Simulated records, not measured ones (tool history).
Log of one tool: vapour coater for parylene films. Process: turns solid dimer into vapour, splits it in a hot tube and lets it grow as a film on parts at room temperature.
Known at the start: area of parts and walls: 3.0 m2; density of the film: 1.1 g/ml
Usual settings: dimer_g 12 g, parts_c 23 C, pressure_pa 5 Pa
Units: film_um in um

{"run": 1, "hour": 0.0, "dimer_g": 12, "parts_c": 23, "pressure_pa": 5, "film_um": 2.34}
{"run": 2, "hour": 29.4, "dimer_g": 12, "parts_c": 23, "pressure_pa": 5, "film_um": 2.31}
{"run": 3, "hour": 47.2, "dimer_g": 12, "parts_c": 23, "pressure_pa": 5, "film_um": 2.34}
{"run": 4, "hour": 67.9, "dimer_g": 12, "parts_c": 23, "pressure_pa": 5, "film_um": 2.31}
{"run": 5, "hour": 95.3, "dimer_g": 12, "parts_c": 23, "pressure_pa": 5, "film_um": 2.28}
{"run": 6, "hour": 109.7, "dimer_g": 12, "parts_c": 23, "pressure_pa": 5, "film_um": 2.18}
{"run": 7, "hour": 133.9, "dimer_g": 12, "parts_c": 23, "pressure_pa": 5, "film_um": 2.25}
{"run": 8, "hour": 158.5, "dimer_g": 12, "parts_c": 23, "pressure_pa": 5, "film_um": 2.29}
{"run": 9, "hour": 183.9, "dimer_g": 12, "parts_c": 23, "pressure_pa": 5, "film_um": 2.25}
{"hour": 190.7, "done": "trap's valve overhauled"}
{"run": 10, "hour": 207.4, "dimer_g": 12, "parts_c": 23, "pressure_pa": 5, "film_um": 2.42}
{"run": 11, "hour": 229.5, "dimer_g": 12, "parts_c": 23, "pressure_pa": 5, "film_um": 2.44}
{"run": 12, "hour": 257.4, "dimer_g": 12, "parts_c": 23, "pressure_pa": 5, "film_um": 2.47}
{"run": 13, "hour": 284.1, "dimer_g": 12, "parts_c": 23, "pressure_pa": 5, "film_um": 2.42}
{"run": 14, "hour": 313.2, "dimer_g": 12, "parts_c": 23, "pressure_pa": 5, "film_um": 2.38}
{"hour": 317.1, "done": "table's thermometer calibrated"}
{"run": 15, "hour": 331.5, "dimer_g": 12, "parts_c": 23, "pressure_pa": 5, "film_um": 2.49}
{"run": 16, "hour": 351.4, "dimer_g": 12, "parts_c": 23, "pressure_pa": 5, "film_um": 2.48}
{"run": 17, "hour": 368.8, "dimer_g": 12, "parts_c": 23, "pressure_pa": 2.42, "film_um": 2.78}
{"run": 18, "hour": 395.5, "dimer_g": 12, "parts_c": 23, "pressure_pa": 2.42, "film_um": 2.76}
{"run": 19, "hour": 427.1, "dimer_g": 17, "parts_c": 23, "pressure_pa": 5, "film_um": 3.49}
{"run": 20, "hour": 451.6, "dimer_g": 12, "parts_c": 23, "pressure_pa": 5, "film_um": 2.4}
{"run": 21, "hour": 478.2, "dimer_g": 12, "parts_c": 23, "pressure_pa": 5, "film_um": 2.41}
{"run": 22, "hour": 496.4, "dimer_g": 12, "parts_c": 23, "pressure_pa": 5, "film_um": 2.41}
{"run": 23, "hour": 523.6, "dimer_g": 12, "parts_c": 23, "pressure_pa": 5, "film_um": 2.4}
{"run": 24, "hour": 540.2, "dimer_g": 12, "parts_c": 23, "pressure_pa": 3.02, "film_um": 2.56}
{"run": 25, "hour": 556.6, "dimer_g": 8, "parts_c": 29, "pressure_pa": 2.89, "film_um": 1.32}
{"run": 26, "hour": 573.7, "dimer_g": 17, "parts_c": 16, "pressure_pa": 2.89, "film_um": 4.68}
{"run": 27, "hour": 605.5, "dimer_g": 17, "parts_c": 16, "pressure_pa": 2.89, "film_um": 4.7}
{"run": 28, "hour": 633.1, "dimer_g": 7, "parts_c": 30, "pressure_pa": 4.44, "film_um": 1.01}
{"run": 29, "hour": 650.3, "dimer_g": 14, "parts_c": 23, "pressure_pa": 3.66, "film_um": 2.89}
{"run": 30, "hour": 663.5, "dimer_g": 5, "parts_c": 31, "pressure_pa": 8.64, "film_um": 0.62}
{"run": 31, "hour": 680.8, "dimer_g": 11, "parts_c": 18, "pressure_pa": 9.43, "film_um": 2.46}
{"run": 32, "hour": 712.8, "dimer_g": 11, "parts_c": 18, "pressure_pa": 4.21, "film_um": 2.72}
{"run": 33, "hour": 738.6, "dimer_g": 10, "parts_c": 22, "pressure_pa": 2.76, "film_um": 2.23}
{"run": 34, "hour": 762.1, "dimer_g": 11, "parts_c": 22, "pressure_pa": 6.13, "film_um": 2.12}
{"run": 35, "hour": 790.0, "dimer_g": 11, "parts_c": 22, "pressure_pa": 3.77, "film_um": 2.32}
{"run": 36, "hour": 807.6, "dimer_g": 5, "parts_c": 22, "pressure_pa": 2.61, "film_um": 1.12}
{"run": 37, "hour": 839.2, "dimer_g": 10, "parts_c": 20, "pressure_pa": 2.79, "film_um": 2.35}
{"hour": 847.5, "done": "trap's valve overhauled"}
{"run": 38, "hour": 861.9, "dimer_g": 10, "parts_c": 20, "pressure_pa": 2.79, "film_um": 2.63}
{"run": 39, "hour": 890.7, "dimer_g": 8, "parts_c": 19, "pressure_pa": 2.79, "film_um": 2.21}
{"run": 40, "hour": 911.3, "dimer_g": 8, "parts_c": 20, "pressure_pa": 2.37, "film_um": 2.13}
{"run": 41, "hour": 938.2, "dimer_g": 8, "parts_c": 20, "pressure_pa": 2.37, "film_um": 2.11}
{"run": 42, "hour": 970.2, "dimer_g": 13, "parts_c": 16, "pressure_pa": 2.37, "film_um": 3.79}
{"run": 43, "hour": 998.1, "dimer_g": 12, "parts_c": 34, "pressure_pa": 3.92, "film_um": 1.55}
{"run": 44, "hour": 1013.6, "dimer_g": 17, "parts_c": 18, "pressure_pa": 5, "film_um": 4.31}
{"run": 45, "hour": 1045.0, "dimer_g": 11, "parts_c": 23, "pressure_pa": 2.23, "film_um": 2.5}
{"run": 46, "hour": 1061.3, "dimer_g": 12, "parts_c": 32, "pressure_pa": 5, "film_um": 1.58}
{"run": 47, "hour": 1087.4, "dimer_g": 12, "parts_c": 32, "pressure_pa": 5, "film_um": 1.6}

Forecast each of these 3 alternatives for the next run:
{"run": "A", "hour": 1110.7, "dimer_g": 14, "parts_c": 26, "pressure_pa": 3.17, "film_um": "?"}
{"run": "B", "hour": 1110.7, "dimer_g": 12, "parts_c": 33, "pressure_pa": 2.09, "film_um": "?"}
{"run": "C", "hour": 1110.7, "dimer_g": 9, "parts_c": 27, "pressure_pa": 5, "film_um": "?"}

run=A film_um=2.61
run=B film_um=1.72
run=C film_um=1.49
Without the tool's hidden state the same runs would have given:
run=A film_um=2.78
run=B film_um=1.83
run=C film_um=1.58

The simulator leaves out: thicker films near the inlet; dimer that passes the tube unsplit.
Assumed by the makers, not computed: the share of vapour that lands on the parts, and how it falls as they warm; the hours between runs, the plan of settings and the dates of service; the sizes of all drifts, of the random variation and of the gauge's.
